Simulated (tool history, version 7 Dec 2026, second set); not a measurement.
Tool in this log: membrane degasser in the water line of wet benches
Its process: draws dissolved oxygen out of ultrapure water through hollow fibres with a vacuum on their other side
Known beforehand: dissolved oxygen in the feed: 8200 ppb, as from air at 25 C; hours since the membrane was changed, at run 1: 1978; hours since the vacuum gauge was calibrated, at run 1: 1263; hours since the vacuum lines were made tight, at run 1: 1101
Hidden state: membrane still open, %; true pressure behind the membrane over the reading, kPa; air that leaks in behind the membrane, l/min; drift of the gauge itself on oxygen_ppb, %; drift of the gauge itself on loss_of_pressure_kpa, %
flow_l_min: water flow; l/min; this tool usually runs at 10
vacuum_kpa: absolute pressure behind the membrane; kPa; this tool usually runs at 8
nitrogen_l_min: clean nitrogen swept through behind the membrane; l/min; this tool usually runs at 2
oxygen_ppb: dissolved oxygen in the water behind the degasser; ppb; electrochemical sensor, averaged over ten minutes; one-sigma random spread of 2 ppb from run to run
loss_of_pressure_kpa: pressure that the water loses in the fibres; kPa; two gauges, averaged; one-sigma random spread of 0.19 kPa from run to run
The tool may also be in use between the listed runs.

| run | hour | flow_l_min | vacuum_kpa | nitrogen_l_min | hours since the membrane was changed | hours since the vacuum gauge was calibrated | hours since the vacuum lines were made tight | oxygen_ppb | loss_of_pressure_kpa |
|---|---|---|---|---|---|---|---|---|---|
| 1 | 0 | 10 | 8 | 2 | 1978 | 1263 | 1101 | 204.5 | 41.26 |
| 2 | 63.3 | 14 | 8 | 2 | 2041 | 1326 | 1164 | 295.1 | 57.94 |
| 3 | 118.9 | 10 | 8 | 2 | 2097 | 1382 | 1220 | 201.9 | 41.71 |
| 4 | 171.7 | 10 | 8 | 2 | 2150 | 1435 | 1273 | 204.2 | 41.51 |
| 5 | 235 | 10 | 8 | 2 | 2213 | 1498 | 1336 | 206 | 41.6 |
| 6 | 265.3 | 10 | 8 | 1.92 | 2243 | 1528 | 1366 | 207.6 | 41.67 |
| 7 | 314.2 | 10 | 8 | 1.92 | 2292 | 1577 | 1415 | 208.9 | 41.74 |
| 8 | 346.6 | 10 | 8 | 1.92 | 2325 | 1610 | 1447 | 208.6 | 41.98 |
| 9 | 394.4 | 8 | 8 | 2 | 2372 | 1658 | 1495 | 160.3 | 33.44 |
| 10 | 424.4 | 10 | 8 | 4.98 | 2402 | 1688 | 1525 | 172.3 | 41.21 |
| 11 | 489.5 | 10 | 8 | 4.98 | 2468 | 1753 | 1590 | 172.5 | 41.69 |
| 12 | 539.7 | 10 | 8 | 2.55 | 2518 | 1803 | 1641 | 190.8 | 41.64 |
| 13 | 581.8 | 10 | 8 | 2.55 | 2560 | 1845 | 1683 | 194.9 | 41.47 |
| 14 | 649.5 | 10 | 5.37 | 2.55 | 2627 | 1913 | 1750 | 170.5 | 41.96 |
| 15 | 681.2 | 10 | 8 | 1.71 | 2659 | 1944 | 1782 | 216.2 | 41.64 |
| 16 | 713.6 | 10 | 8 | 1.71 | 2692 | 1977 | 1814 | 213.6 | 41.38 |
| 17 | 776.3 | 13 | 9.13 | 3.51 | 2754 | 2039 | 1877 | 255.8 | 54.26 |
| 18 | 822.5 | 13 | 9.13 | 3.51 | 2801 | 2086 | 1923 | 255.9 | 54 |
| 19 | 855.6 | 10 | 8.09 | 0.84 | 2834 | 2119 | 1956 | 282.6 | 41.6 |
| 20 | 907.2 | 10 | 14.6 | 3.2 | 2885 | 2170 | 2008 | 239.5 | 41.49 |
| 21 | 962.3 | 10 | 14.6 | 3.2 | 2940 | 2225 | 2063 | 234.9 | 41.65 |
| 22 | 999.6 | 10 | 5.06 | 2.38 | 2978 | 2263 | 2100 | 168.4 | 41.52 |
| 23 | 1041.9 | 10 | 9.1 | 4.52 | 3020 | 2305 | 2143 | 184 | 41.36 |

Consider 4 possible next runs. They are alternatives, not a sequence: every one starts from the tool as it was left by run 23. What does each give?
| A | 1106.1 | 10 | 9.1 | 1.43 | 3084 | 2369 | 2207 | ? | ? |
| B | 1106.1 | 10 | 9.1 | 1.8 | 3084 | 2369 | 2207 | ? | ? |
| C | 1106.1 | 10 | 9.1 | 4.27 | 3084 | 2369 | 2207 | ? | ? |
| D | 1106.1 | 12 | 10.72 | 5.15 | 3084 | 2369 | 2207 | ? | ? |

| run | oxygen_ppb | loss_of_pressure_kpa |
|---|---|---|
| A | 246.7 | 42.3 |
| B | 227.4 | 41.79 |
| C | 187.3 | 41.7 |
| D | 232.2 | 50.36 |
Stripped of hidden state, with their random variation kept, the same runs would have yielded:
| run | oxygen_ppb | loss_of_pressure_kpa |
|---|---|---|
| A | 235.4 | 41.64 |
| B | 216.4 | 41.13 |
| C | 177 | 41.03 |
| D | 220.2 | 49.57 |
